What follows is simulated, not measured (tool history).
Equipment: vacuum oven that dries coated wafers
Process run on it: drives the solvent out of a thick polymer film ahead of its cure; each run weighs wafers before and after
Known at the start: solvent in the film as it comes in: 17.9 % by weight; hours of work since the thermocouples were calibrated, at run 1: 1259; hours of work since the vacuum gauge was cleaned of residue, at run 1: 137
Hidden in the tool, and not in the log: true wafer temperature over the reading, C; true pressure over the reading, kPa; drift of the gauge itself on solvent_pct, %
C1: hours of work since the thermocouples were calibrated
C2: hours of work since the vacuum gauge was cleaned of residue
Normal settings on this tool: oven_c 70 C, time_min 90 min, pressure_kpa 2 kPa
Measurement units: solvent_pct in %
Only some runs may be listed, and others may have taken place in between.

run 1 day=0 | oven_c=70 time_min=90 pressure_kpa=2 | C1=1259 C2=137 | solvent_pct=1.27
run 2 day=0.546 | oven_c=70 time_min=90 pressure_kpa=2 | C1=1269 C2=147 | solvent_pct=1.26
run 3 day=1.183 | oven_c=70 time_min=90 pressure_kpa=2 | C1=1281 C2=159 | solvent_pct=1.27
run 4 day=1.933 | oven_c=82 time_min=90 pressure_kpa=2 | C1=1295 C2=173 | solvent_pct=0.41
run 5 day=2.471 | oven_c=82 time_min=90 pressure_kpa=2 | C1=1305 C2=183 | solvent_pct=0.4
run 6 day=3.171 | oven_c=70 time_min=90 pressure_kpa=2 | C1=1318 C2=195 | solvent_pct=1.27
run 7 day=3.85 | oven_c=70 time_min=135 pressure_kpa=2 | C1=1330 C2=208 | solvent_pct=0.72
run 8 day=4.358 | oven_c=82 time_min=160 pressure_kpa=2.88 | C1=1339 C2=217 | solvent_pct=0.49
run 9 day=4.892 | oven_c=70 time_min=90 pressure_kpa=1.94 | C1=1349 C2=227 | solvent_pct=1.24
run 10 day=5.55 | oven_c=70 time_min=90 pressure_kpa=1.94 | C1=1361 C2=239 | solvent_pct=1.24
run 11 day=6.3 | oven_c=70 time_min=90 pressure_kpa=1.94 | C1=1375 C2=253 | solvent_pct=1.24
run 12 day=7.05 | oven_c=76 time_min=91 pressure_kpa=1.17 | C1=1389 C2=267 | solvent_pct=0.47
run 13 day=7.554 | oven_c=74 time_min=91 pressure_kpa=2.55 | C1=1398 C2=276 | solvent_pct=0.92
run 14 day=8.35 | oven_c=67 time_min=118 pressure_kpa=4.79 | C1=1413 C2=291 | solvent_pct=1.94

Forecast each of these 4 alternatives for the next run:
run A day=8.908 | oven_c=82 time_min=105 pressure_kpa=6.77 | C1=1423 C2=301 | solvent_pct=?
run B day=8.908 | oven_c=70 time_min=108 pressure_kpa=3.78 | C1=1423 C2=301 | solvent_pct=?
run C day=8.908 | oven_c=67 time_min=118 pressure_kpa=1.1 | C1=1423 C2=301 | solvent_pct=?
run D day=8.908 | oven_c=65 time_min=108 pressure_kpa=4.32 | C1=1423 C2=301 | solvent_pct=?

run=A solvent_pct=1.17
run=B solvent_pct=1.37
run=C solvent_pct=0.87
run=D solvent_pct=2.32
Take away the tool's hidden state, keep each run's random variation, and the runs would have read:
run=A solvent_pct=1.31
run=B solvent_pct=1.71
run=C solvent_pct=1.2
run=D solvent_pct=2.89
